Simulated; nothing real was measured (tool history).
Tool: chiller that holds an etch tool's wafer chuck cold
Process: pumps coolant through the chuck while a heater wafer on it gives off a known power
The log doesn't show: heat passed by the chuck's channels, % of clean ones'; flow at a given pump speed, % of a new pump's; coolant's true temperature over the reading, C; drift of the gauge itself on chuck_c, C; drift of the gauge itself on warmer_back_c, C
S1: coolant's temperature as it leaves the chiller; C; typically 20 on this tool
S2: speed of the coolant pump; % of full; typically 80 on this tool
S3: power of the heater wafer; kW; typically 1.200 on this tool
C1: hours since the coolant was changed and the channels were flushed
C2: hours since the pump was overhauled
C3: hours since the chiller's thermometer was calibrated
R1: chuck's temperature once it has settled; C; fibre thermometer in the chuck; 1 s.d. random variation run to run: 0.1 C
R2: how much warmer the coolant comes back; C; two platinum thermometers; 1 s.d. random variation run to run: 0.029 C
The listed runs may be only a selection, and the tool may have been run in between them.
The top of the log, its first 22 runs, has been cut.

| run | hour | S1 | S2 | S3 | C1 | C2 | C3 | R1 | R2 |
|---|---|---|---|---|---|---|---|---|---|
| 23 | 3331.9 | 20 | 76 | 1.200 | 208 | 2390 | 208 | 29.9 | 3.21 |
| 24 | 3499.3 | 11 | 76 | 0.946 | 376 | 2557 | 376 | 18.8 | 2.57 |
| 25 | 3607.6 | 11 | 66 | 0.713 | 484 | 2665 | 484 | 17.5 | 2.22 |
| 26 | 3779.9 | 11 | 96 | 0.851 | 656 | 2838 | 656 | 17.1 | 1.80 |
| 27 | 3919.6 | 11 | 96 | 0.851 | 796 | 2977 | 796 | 17.2 | 1.76 |
| 28 | 4108.7 | 20 | 79 | 1.200 | 985 | 3166 | 985 | 30.0 | 3.21 |
| 29 | 4212.7 | 13 | 79 | 0.712 | 1089 | 3270 | 1089 | 19.0 | 1.92 |
| 30 | 4312.0 | 29 | 80 | 1.197 | 1188 | 3370 | 1188 | 38.9 | 3.18 |
| 31 | 4524.3 | 14 | 86 | 0.759 | 1401 | 3582 | 1401 | 20.2 | 1.86 |
| 32 | 4705.7 | 18 | 97 | 0.759 | 1582 | 3763 | 1582 | 23.8 | 1.64 |
| 33 | 4870.3 | 18 | 97 | 0.759 | 1747 | 3928 | 1747 | 23.9 | 1.68 |

What if the next run were any one of these 3? Each begins from the tool's condition after run 33:
| A | 5077.0 | 18 | 100 | 1.183 | 1953 | 4135 | 1953 | ? | ? |
| B | 5077.0 | 24 | 81 | 1.296 | 1953 | 4135 | 1953 | ? | ? |
| C | 5077.0 | 18 | 100 | 1.541 | 1953 | 4135 | 1953 | ? | ? |

| run | R1 | R2 |
|---|---|---|
| A | 26.9 | 2.52 |
| B | 35.3 | 3.51 |
| C | 29.4 | 3.33 |
Take away the tool's hidden state, keep each run's random variation, and the runs would have read:
| run | R1 | R2 |
|---|---|---|
| A | 25.2 | 2.15 |
| B | 33.4 | 2.99 |
| C | 27.5 | 2.85 |
